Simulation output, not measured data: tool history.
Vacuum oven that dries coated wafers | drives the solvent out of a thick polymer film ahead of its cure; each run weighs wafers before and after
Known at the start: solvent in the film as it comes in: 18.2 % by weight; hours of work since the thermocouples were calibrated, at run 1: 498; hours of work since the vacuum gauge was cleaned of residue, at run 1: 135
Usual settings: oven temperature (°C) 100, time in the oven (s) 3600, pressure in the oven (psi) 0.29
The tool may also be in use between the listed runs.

run     day  oven temperature (°C)  time in the oven (s)  pressure in the oven (psi)  hours of work since the thermocouples were calibrated  hours of work since the vacuum gauge was cleaned of residue  solvent left in the film (%)
  1       0                    100                  3600                        0.29                                                    498                                                          135                          3.08
  2   1.812                    100                  3600                        0.29                                                    520                                                          157                          3.06
  3   3.262                    100                  3600                        0.29                                                    537                                                          174                          3.07
  4   5.283                    100                  2340                        0.29                                                    562                                                          199                          4.99
  5   7.117                    100                  2400                        0.29                                                    584                                                          221                          4.87
  6   8.192                    100                  2400                        0.29                                                    597                                                          234                          4.86
  7   9.446                    100                  3600                        0.29                                                    612                                                          249                          3.11
  8  10.821                    100                  3240                        0.29                                                    629                                                          266                          3.54
  9  12.417                    100                  3600                        0.29                                                    649                                                          286                          3.14
     12.638  -- vacuum gauge cleaned of residue and calibrated
 10  14.054                    100                  3600                       0.519                                                    668                                                           17                          4.19
 11  15.462                    100                  3600                       0.519                                                    685                                                           34                          4.23
     16.929  -- vacuum gauge cleaned of residue and calibrated, once more
 12  16.967                    100                  3600                       0.519                                                    702                                                            0                          4.07
 13  18.683                    100                  3600                       0.519                                                    723                                                           21                          4.06
 14  20.438                    100                  3600                       0.519                                                    745                                                           43                          4.17
 15  22.042                    100                  3600                       0.519                                                    764                                                           62                          4.03
 16  23.571                    112                  2100                       0.164                                                    783                                                           81                          1.86
 17  25.454                     90                  3060                       0.265                                                    805                                                          104                          7.14
 18  26.396                     90                  3060                       0.265                                                    817                                                          115                          7.16
 19  27.892                     90                  3060                       0.265                                                    835                                                          133                          7.03
 20  29.383                     99                  4080                       0.265                                                    853                                                          151                          2.82
 21  30.521                     99                  4080                       0.265                                                    867                                                          165                          2.99
 22  32.192                     94                  1800                        0.29                                                    887                                                          186                          8.55
 23  34.129                     94                  1800                        0.29                                                    911                                                          209                          8.28
 24  35.754                     94                  1800                        0.29                                                    931                                                          229                          8.46
 25  36.638                     94                  1800                        0.29                                                    941                                                          240                          8.39

How the hidden state differs across the entries between the runs, from the last listed run before each to the first after it:
Between runs 9 and 10: vacuum gauge cleaned of residue and calibrated (day 12.638)
  true wafer temperature over the reading, C: -0.52 -> -0.54; true pressure over the reading, kPa: 0.126 -> 0.21
  measured less the result without the state, solvent left in the film (%): +0.21 -> +0.28
Between runs 11 and 12: vacuum gauge cleaned of residue and calibrated, once more (day 16.929)
  true wafer temperature over the reading, C: -0.56 -> -0.58; true pressure over the reading, kPa: 0.217 -> 0.006
  measured less the result without the state, solvent left in the film (%): +0.28 -> +0.17

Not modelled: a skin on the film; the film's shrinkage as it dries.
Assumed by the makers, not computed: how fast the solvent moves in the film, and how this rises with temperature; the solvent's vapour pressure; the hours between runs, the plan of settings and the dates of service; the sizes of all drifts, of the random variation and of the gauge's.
